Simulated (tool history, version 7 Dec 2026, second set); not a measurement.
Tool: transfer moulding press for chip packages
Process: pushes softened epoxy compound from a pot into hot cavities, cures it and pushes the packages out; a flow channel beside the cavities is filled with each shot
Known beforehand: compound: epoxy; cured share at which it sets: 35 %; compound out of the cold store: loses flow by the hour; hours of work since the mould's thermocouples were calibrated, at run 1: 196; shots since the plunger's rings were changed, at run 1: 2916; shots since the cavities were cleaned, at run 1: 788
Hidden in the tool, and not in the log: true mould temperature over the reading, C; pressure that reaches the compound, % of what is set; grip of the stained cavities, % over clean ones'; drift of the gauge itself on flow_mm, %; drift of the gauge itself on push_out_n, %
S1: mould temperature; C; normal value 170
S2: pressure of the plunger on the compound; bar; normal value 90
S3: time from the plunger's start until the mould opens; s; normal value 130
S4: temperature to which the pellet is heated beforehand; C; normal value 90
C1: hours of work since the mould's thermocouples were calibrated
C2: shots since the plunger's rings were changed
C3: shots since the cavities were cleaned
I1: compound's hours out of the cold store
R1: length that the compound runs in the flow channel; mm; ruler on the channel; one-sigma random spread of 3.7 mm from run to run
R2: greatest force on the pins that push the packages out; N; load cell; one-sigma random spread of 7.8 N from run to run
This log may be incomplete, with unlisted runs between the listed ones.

| run | hour | S1 | S2 | S3 | S4 | C1 | C2 | C3 | I1 | R1 | R2 |
|---|---|---|---|---|---|---|---|---|---|---|---|
| 1 | 0 | 170 | 90 | 130 | 90 | 196 | 2916 | 788 | 9.1 | 895 | 630 |
| 2 | 6 | 170 | 90 | 130 | 90 | 199 | 2963 | 835 | 10.2 | 880 | 595 |
| 3 | 15.6 | 170 | 90 | 130 | 100 | 204 | 3039 | 911 | 21.9 | 855 | 601 |
| 4 | 21.8 | 170 | 90 | 130 | 99 | 207 | 3088 | 960 | 10.7 | 882 | 599 |
| 5 | 29.1 | 170 | 90 | 136 | 90 | 211 | 3146 | 1018 | 14.8 | 873 | 582 |
| 6 | 37.4 | 170 | 90 | 136 | 90 | 216 | 3212 | 1084 | 41.7 | 803 | 611 |
|  | 46.7 | cavities cleaned with cleaning compound and waxed |
| 7 | 48.4 | 170 | 90 | 158 | 90 | 221 | 3287 | 14 | 35.5 | 816 | 336 |
| 8 | 53.5 | 170 | 90 | 158 | 90 | 224 | 3328 | 55 | 15.9 | 865 | 363 |
| 9 | 62.7 | 170 | 90 | 158 | 90 | 229 | 3400 | 127 | 27.9 | 833 | 393 |
| 10 | 70.1 | 170 | 90 | 158 | 90 | 233 | 3459 | 186 | 11.3 | 877 | 414 |
| 11 | 79.8 | 175 | 90 | 158 | 90 | 238 | 3535 | 262 | 13.3 | 848 | 448 |
| 12 | 85.3 | 175 | 90 | 158 | 90 | 241 | 3579 | 306 | 12 | 860 | 455 |
| 13 | 94.8 | 175 | 90 | 117 | 90 | 246 | 3654 | 381 | 22.6 | 827 | 519 |
| 14 | 100.5 | 175 | 90 | 117 | 90 | 249 | 3700 | 427 | 12.6 | 863 | 512 |
| 15 | 108.6 | 176 | 97.8 | 121 | 90 | 254 | 3764 | 491 | 19.5 | 866 | 515 |
| 16 | 113.4 | 170 | 70.8 | 130 | 82 | 256 | 3801 | 528 | 17.9 | 760 | 558 |
| 17 | 122.5 | 170 | 109.4 | 130 | 88 | 261 | 3873 | 600 | 30.4 | 908 | 542 |
| 18 | 126.7 | 170 | 109.4 | 130 | 85 | 264 | 3907 | 634 | 28.8 | 903 | 573 |
| 19 | 136.4 | 170 | 109.4 | 130 | 85 | 269 | 3983 | 710 | 29.3 | 909 | 592 |
| 20 | 146.3 | 166 | 89.1 | 114 | 82 | 274 | 4062 | 789 | 32.3 | 817 | 793 |
| 21 | 153.5 | 166 | 89.1 | 114 | 82 | 278 | 4119 | 846 | 24.4 | 836 | 813 |
| 22 | 158.9 | 166 | 89.1 | 114 | 82 | 281 | 4161 | 888 | 23 | 839 | 835 |
| 23 | 165.5 | 169 | 93.9 | 130 | 90 | 285 | 4214 | 941 | 20.9 | 851 | 603 |
| 24 | 171.9 | 170 | 102.5 | 133 | 80 | 288 | 4265 | 992 | 32.7 | 858 | 606 |
| 25 | 176.5 | 165 | 107.8 | 168 | 96 | 291 | 4301 | 1028 | 38.9 | 888 | 607 |
| 26 | 181.5 | 165 | 107.8 | 168 | 96 | 293 | 4341 | 1068 | 36.2 | 883 | 593 |
| 27 | 188.9 | 165 | 107.8 | 168 | 96 | 297 | 4399 | 1126 | 42.3 | 863 | 587 |
|  | 192.5 | cavities cleaned with cleaning compound and waxed |
| 28 | 194.6 | 169 | 90 | 130 | 96 | 300 | 4432 | 16 | 46 | 774 | 356 |

Here are 5 independent what-if runs from the current tool condition. What would each one return?
| A | 202.6 | 172 | 86 | 130 | 96 | 304 | 4496 | 80 | 31.9 | ? | ? |
| B | 202.6 | 164 | 90 | 150 | 96 | 304 | 4496 | 80 | 16.5 | ? | ? |
| C | 202.6 | 169 | 74.2 | 130 | 96 | 304 | 4496 | 80 | 10.4 | ? | ? |
| D | 202.6 | 173 | 73.3 | 130 | 96 | 304 | 4496 | 80 | 36.8 | ? | ? |
| E | 202.6 | 169 | 107.9 | 130 | 96 | 304 | 4496 | 80 | 22.5 | ? | ? |

| run | R1 | R2 |
|---|---|---|
| A | 780 | 364 |
| B | 861 | 415 |
| C | 785 | 389 |
| D | 708 | 367 |
| E | 911 | 394 |
Stripped of hidden state, with their random variation kept, the same runs would have yielded:
| run | R1 | R2 |
|---|---|---|
| A | 857 | 311 |
| B | 946 | 356 |
| C | 862 | 334 |
| D | 777 | 315 |
| E | 1000 | 338 |

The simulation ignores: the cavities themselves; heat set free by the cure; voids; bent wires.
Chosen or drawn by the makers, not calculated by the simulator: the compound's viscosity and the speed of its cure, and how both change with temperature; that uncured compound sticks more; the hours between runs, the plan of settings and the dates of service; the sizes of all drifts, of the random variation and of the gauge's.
